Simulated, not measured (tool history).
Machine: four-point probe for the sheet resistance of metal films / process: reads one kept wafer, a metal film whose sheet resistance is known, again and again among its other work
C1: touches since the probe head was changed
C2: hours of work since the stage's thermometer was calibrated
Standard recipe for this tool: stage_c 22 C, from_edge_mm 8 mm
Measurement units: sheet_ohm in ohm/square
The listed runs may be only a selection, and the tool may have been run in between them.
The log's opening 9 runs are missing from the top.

run 10 hour=306.9 | stage_c=22 from_edge_mm=6 | C1=125340 C2=230 | sheet_ohm=0.038200
-- hour=320.0 new probe head fitted
run 11 hour=335.0 | stage_c=22 from_edge_mm=8 | C1=508 C2=241 | sheet_ohm=0.037039
-- hour=338.8 stage's thermometer calibrated
run 12 hour=361.6 | stage_c=22 from_edge_mm=23 | C1=1393 C2=9 | sheet_ohm=0.036638
run 13 hour=387.1 | stage_c=22 from_edge_mm=8 | C1=2261 C2=20 | sheet_ohm=0.037066
run 14 hour=405.7 | stage_c=22 from_edge_mm=8 | C1=2892 C2=28 | sheet_ohm=0.037074
run 15 hour=430.3 | stage_c=22 from_edge_mm=8 | C1=3726 C2=38 | sheet_ohm=0.037077
run 16 hour=449.9 | stage_c=22 from_edge_mm=8 | C1=4390 C2=46 | sheet_ohm=0.037080
run 17 hour=480.0 | stage_c=22 from_edge_mm=29 | C1=5413 C2=58 | sheet_ohm=0.036642
-- hour=490.4 stage's thermometer calibrated, once more
run 18 hour=500.9 | stage_c=22 from_edge_mm=29 | C1=6104 C2=4 | sheet_ohm=0.036596
run 19 hour=535.5 | stage_c=33 from_edge_mm=8 | C1=7278 C2=19 | sheet_ohm=0.036823
run 20 hour=568.2 | stage_c=30 from_edge_mm=5 | C1=8387 C2=32 | sheet_ohm=0.037648
run 21 hour=603.0 | stage_c=30 from_edge_mm=5 | C1=9569 C2=46 | sheet_ohm=0.037633
run 22 hour=636.7 | stage_c=30 from_edge_mm=5 | C1=10713 C2=60 | sheet_ohm=0.037641
run 23 hour=677.2 | stage_c=30 from_edge_mm=18 | C1=12087 C2=77 | sheet_ohm=0.036528
run 24 hour=714.8 | stage_c=19 from_edge_mm=22 | C1=13363 C2=93 | sheet_ohm=0.036733
run 25 hour=748.8 | stage_c=19 from_edge_mm=22 | C1=14516 C2=107 | sheet_ohm=0.036730

What does the tool deliver on the next run?
run 26 hour=782.8 | stage_c=20 from_edge_mm=11 | C1=15672 C2=121 | sheet_ohm=?

{"run 26": {"sheet_ohm": 0.036945}}
Minus the tool's unlogged condition, the same run would have read sheet_ohm 0.036946 ohm/square.
